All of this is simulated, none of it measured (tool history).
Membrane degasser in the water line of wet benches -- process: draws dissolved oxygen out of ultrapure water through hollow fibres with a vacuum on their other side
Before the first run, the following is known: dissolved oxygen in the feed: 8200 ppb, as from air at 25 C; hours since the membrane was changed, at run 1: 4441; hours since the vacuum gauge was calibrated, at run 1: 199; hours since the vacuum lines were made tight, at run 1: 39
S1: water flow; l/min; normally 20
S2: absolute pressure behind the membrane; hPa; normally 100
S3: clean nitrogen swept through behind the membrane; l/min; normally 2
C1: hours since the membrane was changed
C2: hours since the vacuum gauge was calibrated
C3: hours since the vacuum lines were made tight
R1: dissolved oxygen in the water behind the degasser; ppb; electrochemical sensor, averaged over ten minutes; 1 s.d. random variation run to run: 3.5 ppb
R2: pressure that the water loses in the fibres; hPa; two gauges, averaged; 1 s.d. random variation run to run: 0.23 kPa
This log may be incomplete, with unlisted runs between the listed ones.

| run | hour | S1 | S2 | S3 | C1 | C2 | C3 | R1 | R2 |
|---|---|---|---|---|---|---|---|---|---|
| 1 | 0 | 20 | 100 | 2 | 4441 | 199 | 39 | 378.4 | 617.7 |
| 2 | 60.1 | 24 | 100 | 2 | 4501 | 259 | 99 | 553.5 | 732.3 |
| 3 | 152.1 | 24 | 100 | 2 | 4593 | 351 | 191 | 560.2 | 732.2 |
| 4 | 240.8 | 24 | 100 | 2 | 4682 | 440 | 280 | 565.5 | 734.2 |
| 5 | 349.3 | 20 | 85 | 2 | 4790 | 548 | 388 | 358.2 | 613.6 |
| 6 | 427.3 | 20 | 167 | 2 | 4868 | 626 | 466 | 529 | 615.7 |
| 7 | 501.8 | 20 | 100 | 2 | 4943 | 701 | 541 | 383.8 | 615.2 |
| 8 | 568.9 | 20 | 100 | 2 | 5010 | 768 | 608 | 386.3 | 612.8 |
| 9 | 677.5 | 20 | 100 | 2 | 5119 | 877 | 716 | 390.5 | 609.9 |
| 10 | 745.2 | 20 | 100 | 0.96 | 5186 | 944 | 784 | 526 | 615.2 |
| 11 | 838.1 | 20 | 100 | 0.96 | 5279 | 1037 | 877 | 532.5 | 620.4 |
| 12 | 958.2 | 20 | 100 | 2 | 5399 | 1157 | 997 | 387.7 | 616.4 |
| 13 | 1082.5 | 20 | 100 | 2 | 5524 | 1282 | 1121 | 385 | 618.3 |
| 14 | 1184.3 | 20 | 100 | 2 | 5625 | 1383 | 1223 | 390.3 | 618.1 |
| 15 | 1300.8 | 20 | 100 | 2 | 5742 | 1500 | 1340 | 394.6 | 617.8 |
| 16 | 1389.8 | 20 | 99 | 2 | 5831 | 1589 | 1429 | 393.2 | 624.6 |
| 17 | 1494.8 | 27 | 224 | 5.04 | 5936 | 1694 | 1534 | 773.5 | 836.1 |
| 18 | 1563.9 | 20 | 177 | 1.79 | 6005 | 1763 | 1603 | 593.8 | 621 |
| 19 | 1679.5 | 17 | 159 | 4.15 | 6121 | 1879 | 1718 | 264.8 | 529.4 |
| 20 | 1746.9 | 21 | 100 | 2 | 6188 | 1946 | 1786 | 441.8 | 652 |
| 21 | 1837 | 12 | 100 | 4.78 | 6278 | 2036 | 1876 | 76.6 | 370.2 |
| 22 | 1887.9 | 18 | 100 | 4.55 | 6329 | 2087 | 1927 | 236.5 | 560 |
| 23 | 2003.2 | 32 | 92 | 1.66 | 6444 | 2202 | 2042 | 1014.4 | 992.4 |
| 24 | 2086.3 | 32 | 92 | 1.66 | 6527 | 2285 | 2125 | 1034.5 | 1005.5 |
| 25 | 2143.5 | 14 | 100 | 2 | 6585 | 2343 | 2182 | 185.5 | 435.7 |
| 26 | 2212 | 28 | 133 | 2 | 6653 | 2411 | 2251 | 885.2 | 873.2 |
| 27 | 2317.9 | 28 | 133 | 2 | 6759 | 2517 | 2357 | 901.1 | 871.8 |
| 28 | 2386.2 | 28 | 133 | 2 | 6827 | 2585 | 2425 | 897.3 | 876.7 |
| 29 | 2505.3 | 28 | 133 | 2 | 6946 | 2704 | 2544 | 879.9 | 876.1 |
| 30 | 2562.4 | 23 | 90 | 2 | 7004 | 2761 | 2601 | 519.6 | 720.9 |
| 31 | 2651.4 | 20 | 139 | 4.07 | 7093 | 2850 | 2690 | 380 | 624.5 |
| 32 | 2761 | 20 | 100 | 1.52 | 7202 | 2960 | 2800 | 456.6 | 628 |

Consider 4 possible next runs. They are alternatives, not a sequence: every one starts from the tool as it was left by run 32. What does each give?
| A | 2858.5 | 20 | 147 | 1.52 | 7300 | 3058 | 2897 | ? | ? |
| B | 2858.5 | 20 | 100 | 3.09 | 7300 | 3058 | 2897 | ? | ? |
| C | 2858.5 | 19 | 140 | 1.87 | 7300 | 3058 | 2897 | ? | ? |
| D | 2858.5 | 21 | 66 | 2 | 7300 | 3058 | 2897 | ? | ? |

| run | R1 | R2 |
|---|---|---|
| A | 586.1 | 628.3 |
| B | 363.4 | 630.5 |
| C | 465.2 | 596.2 |
| D | 383.3 | 656.4 |
With the hidden condition removed and each run's random variation left untouched, the same runs would have given:
| run | R1 | R2 |
|---|---|---|
| A | 524.4 | 590.1 |
| B | 305.8 | 592.3 |
| C | 410.6 | 559.9 |
| D | 318.2 | 616.5 |
